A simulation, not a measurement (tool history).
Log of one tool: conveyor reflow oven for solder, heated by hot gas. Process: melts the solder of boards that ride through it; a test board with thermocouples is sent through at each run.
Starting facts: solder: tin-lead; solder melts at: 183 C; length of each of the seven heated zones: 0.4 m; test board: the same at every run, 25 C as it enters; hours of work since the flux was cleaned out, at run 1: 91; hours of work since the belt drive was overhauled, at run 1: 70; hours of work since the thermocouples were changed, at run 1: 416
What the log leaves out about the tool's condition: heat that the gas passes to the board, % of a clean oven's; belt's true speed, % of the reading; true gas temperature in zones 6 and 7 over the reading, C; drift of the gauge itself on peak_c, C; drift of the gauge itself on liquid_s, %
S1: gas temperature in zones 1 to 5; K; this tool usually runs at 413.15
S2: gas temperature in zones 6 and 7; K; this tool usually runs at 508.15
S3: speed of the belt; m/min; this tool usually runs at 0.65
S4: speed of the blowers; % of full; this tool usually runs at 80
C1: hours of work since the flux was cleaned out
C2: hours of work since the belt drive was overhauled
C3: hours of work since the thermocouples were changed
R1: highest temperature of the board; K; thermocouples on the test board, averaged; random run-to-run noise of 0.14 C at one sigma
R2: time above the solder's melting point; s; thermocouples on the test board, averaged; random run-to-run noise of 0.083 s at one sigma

run  hour      S1      S2     S3  S4   C1   C2   C3      R1     R2
  1     0  413.15  508.15   0.65  80   91   70  416  497.05  61.42
  2   4.6  413.15  508.15   0.65  80   93   73  418  497.05  61.51
  3    13  413.15  508.15   0.65  80   97   77  423  496.95  61.48
  4  20.8  413.15  508.15   0.65  80  102   81  427  497.05  61.34
  5  26.1  413.15  508.15   0.65  80  104   84  430  496.95  61.28
  6  32.2  423.15  508.15   0.65  80  108   87  433  498.25  65.53
  7  39.6  423.15  508.15   0.65  80  112   91  437  498.25  65.52
  8  47.7  413.15  508.15   0.65  80  116   96  441  497.05  61.46
  9  54.3  413.15  517.15   0.65  80  119   99  445  505.15  65.65
 10  59.5  419.15  508.15  0.543  80  122  102  448  501.55  79.44
 11  67.6  419.15  508.15  0.543  80  126  106  452  501.35  79.49
 12  73.3  413.15  497.15  0.656  57  129  109  455  484.05   51.2
 13    80  409.15  508.15   0.65  71  133  113  458  495.45  59.12
 14  85.1  413.15  501.15  0.573  80  136  115  461  493.35  68.18
 15  94.1  404.15  501.15  0.573  80  141  120  466  492.35  64.55

Forecast each of these 3 alternatives for the next run:
  A  102.9  404.15  522.15  0.573  53  145  125  471   ?   ?
  B  102.9  399.15  517.15   0.65  80  145  125  471   ?   ?
  C  102.9  413.15  508.15   0.65  57  145  125  471   ?   ?

run      R1     R2
  A  509.05  73.77
  B  503.75  60.88
  C  493.95   59.1
With no hidden state in the tool, these same runs would have given:
run      R1     R2
  A  509.05  73.81
  B  503.85  60.93
  C  494.05  59.16
